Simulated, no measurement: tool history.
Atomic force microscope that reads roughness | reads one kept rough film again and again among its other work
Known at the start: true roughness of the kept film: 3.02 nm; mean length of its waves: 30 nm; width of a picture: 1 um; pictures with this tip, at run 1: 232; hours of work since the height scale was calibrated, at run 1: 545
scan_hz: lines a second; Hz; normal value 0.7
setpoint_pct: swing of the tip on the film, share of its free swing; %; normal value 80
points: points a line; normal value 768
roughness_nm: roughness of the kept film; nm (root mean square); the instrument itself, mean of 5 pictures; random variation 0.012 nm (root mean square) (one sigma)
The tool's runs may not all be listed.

run	hour	scan_hz	setpoint_pct	points	pictures with this tip	hours of work since the height scale was calibrated	roughness_nm
1	0	0.7	80	768	232	545	2.716
2	17.6	0.7	80	264	250	556	2.672
3	38.8	0.7	80	451	272	570	2.721
4	58.7	0.7	56	768	292	582	2.787
# hour 95.4: new tip fitted
5	95.4	0.7	56	768	0	606	2.809
6	126.3	0.878	80	768	31	626	2.7
7	153.8	0.7	75	768	59	643	2.746
8	173.8	0.7	80	768	79	656	2.711
9	212.7	0.7	80	768	118	681	2.718
10	241.5	1.616	80	768	147	700	2.594
11	262.4	1.616	80	768	169	714	2.597
12	281.9	0.7	80	768	188	726	2.724
13	319.8	0.7	80	768	227	751	2.726
14	354.7	1.118	80	768	262	773	2.681
15	385.9	0.68	80	768	294	793	2.713
# hour 423.4: new tip fitted
16	423.4	0.7	80	524	0	817	2.732
17	460.2	2.008	80	524	37	841	2.559
18	500.3	2.008	80	524	78	867	2.553
19	540.4	1.442	80	524	119	892	2.612
20	573.7	1.442	80	524	152	914	2.633
21	604.6	1.442	80	524	184	934	2.631
22	626.5	3.666	80	524	206	948	2.349
23	646.6	3.666	80	524	226	961	2.367
24	663.1	3.666	80	524	243	972	2.353
25	692.8	3.201	80	768	273	991	2.405
26	727.3	3.201	80	873	308	1013	2.396
# hour 750.8: new tip fitted
27	757.2	3.697	80	271	7	1032	2.342
28	786.6	3.697	80	271	36	1051	2.336
29	806.8	2	80	603	57	1064	2.54
30	824.5	2	87	282	75	1075	2.438
31	859.1	3.089	75	282	110	1098	2.462
32	891.7	0.729	64	281	143	1119	2.739
33	924	0.729	64	281	176	1139	2.754
34	960.1	0.944	82	768	212	1163	2.674
35	983.5	1.447	75	768	236	1178	2.65
36	1018.9	3.45	75	800	272	1201	2.481
37	1035.4	0.833	67	444	288	1211	2.751
38	1073.9	0.7	75	768	327	1236	2.728
# hour 1077.1: new tip fitted
39	1101.9	0.7	66	382	25	1254	2.75
40	1140.6	0.7	60	528	65	1279	2.791
41	1158	3.309	69	481	82	1290	2.563
42	1197.6	0.783	76	451	122	1316	2.738
# hour 1201.7: height scale calibrated on a step standard
43	1225.5	1.32	84	259	149	15	2.564
44	1261	1.32	84	259	185	38	2.567
45	1285.3	1.32	84	259	210	54	2.559
46	1311.3	1.448	76	847	236	71	2.643
47	1350.8	1.463	80	393	276	96	2.592
48	1376.8	1.463	80	393	303	113	2.602
49	1398.2	1.827	80	398	324	127	2.568
# hour 1404.3: new tip fitted
50	1417.1	0.7	60	478	13	139	2.787
51	1442.9	0.7	60	478	39	155	2.797
52	1479.4	0.7	60	426	76	179	2.767

Below are 4 alternative next runs, each starting from the tool's condition after run 52. Predict each:
A	1495.9	2.934	58	950	93	189	?
B	1495.9	0.872	65	257	93	189	?
C	1495.9	2.229	60	426	93	189	?
D	1495.9	0.7	69	662	93	189	?

run	roughness_nm
A	2.717
B	2.722
C	2.727
D	2.767
Without the tool's hidden state the same runs would have given:
run	roughness_nm
A	2.721
B	2.725
C	2.73
D	2.77

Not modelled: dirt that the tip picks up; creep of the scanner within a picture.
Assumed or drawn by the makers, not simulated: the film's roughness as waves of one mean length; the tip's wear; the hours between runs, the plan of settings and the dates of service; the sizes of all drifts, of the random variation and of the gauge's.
